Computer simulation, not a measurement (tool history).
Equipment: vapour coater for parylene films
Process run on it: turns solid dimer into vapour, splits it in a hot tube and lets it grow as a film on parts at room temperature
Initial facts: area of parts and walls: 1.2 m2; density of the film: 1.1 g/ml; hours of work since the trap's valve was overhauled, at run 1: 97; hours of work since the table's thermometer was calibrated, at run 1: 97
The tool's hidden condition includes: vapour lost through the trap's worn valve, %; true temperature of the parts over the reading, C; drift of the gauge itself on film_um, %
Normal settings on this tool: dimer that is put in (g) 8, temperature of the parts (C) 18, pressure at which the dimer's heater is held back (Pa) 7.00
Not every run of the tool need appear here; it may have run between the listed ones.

run   hour  dimer that is put in (g)  temperature of the parts (C)  pressure at which the dimer's heater is held back (Pa)  hours of work since the trap's valve was overhauled  hours of work since the table's thermometer was calibrated  thickness of the film (µm)
  1    0.0                         8                            18                                                    7.00                                                   97                                                          97                        2.87
  2   18.0                         8                            14                                                    7.00                                                  110                                                         110                        3.44
  3   35.6                         8                            14                                                    7.00                                                  123                                                         123                        3.45
  4   51.1                         8                            14                                                    7.00                                                  134                                                         134                        3.41
  5   74.6                         8                            14                                                    7.00                                                  151                                                         151                        3.40
  6   87.5                         7                            18                                                    7.00                                                  160                                                         160                        2.51
  7  100.8                         7                            24                                                    7.00                                                  170                                                         170                        1.92
  8  126.6                         7                            24                                                    7.00                                                  188                                                         188                        1.85
  9  137.6                         8                            18                                                    9.28                                                  196                                                         196                        2.72
 10  155.8                         8                            18                                                    4.18                                                  209                                                         209                        2.98
 11  178.0                         8                            18                                                    7.00                                                  225                                                         225                        2.83
 12  196.7                         6                            29                                                    7.00                                                  239                                                         239                        1.26
 13  216.1                         6                            29                                                    7.00                                                  253                                                         253                        1.26
 14  241.3                         3                            13                                                   11.77                                                  271                                                         271                        1.29
 15  260.4                        14                            12                                                    7.92                                                  285                                                         285                        6.34
 16  272.4                        14                            12                                                    7.92                                                  293                                                         293                        6.36
 17  292.5                        14                            21                                                    6.42                                                  308                                                         308                        4.30
 18  308.0                        14                            21                                                    6.42                                                  319                                                         319                        4.33
 19  324.8                        14                            12                                                    6.42                                                  331                                                         331                        6.46
 20  339.6                        14                            27                                                    5.97                                                  342                                                         342                        3.32
 21  350.6                         4                            15                                                    7.00                                                  350                                                         350                        1.61
 22  376.6                         4                            25                                                    7.00                                                  368                                                         368                        1.03

Predict each of these 5 candidate next runs independently; none follows another, all start after run 22:
  A  392.6                         5                            25                                                    4.03                                                  380                                                         380                           ?
  B  392.6                        12                            23                                                   11.35                                                  380                                                         380                           ?
  C  392.6                         4                            11                                                    2.56                                                  380                                                         380                           ?
  D  392.6                         3                            13                                                   10.12                                                  380                                                         380                           ?
  E  392.6                         6                            25                                                    7.00                                                  380                                                         380                           ?

run  thickness of the film (µm)
  A                        1.36
  B                        3.16
  C                        2.17
  D                        1.24
  E                        1.53
Without the tool's unlogged condition, the same runs would have read:
run  thickness of the film (µm)
  A                        1.41
  B                        3.30
  C                        2.26
  D                        1.30
  E                        1.59

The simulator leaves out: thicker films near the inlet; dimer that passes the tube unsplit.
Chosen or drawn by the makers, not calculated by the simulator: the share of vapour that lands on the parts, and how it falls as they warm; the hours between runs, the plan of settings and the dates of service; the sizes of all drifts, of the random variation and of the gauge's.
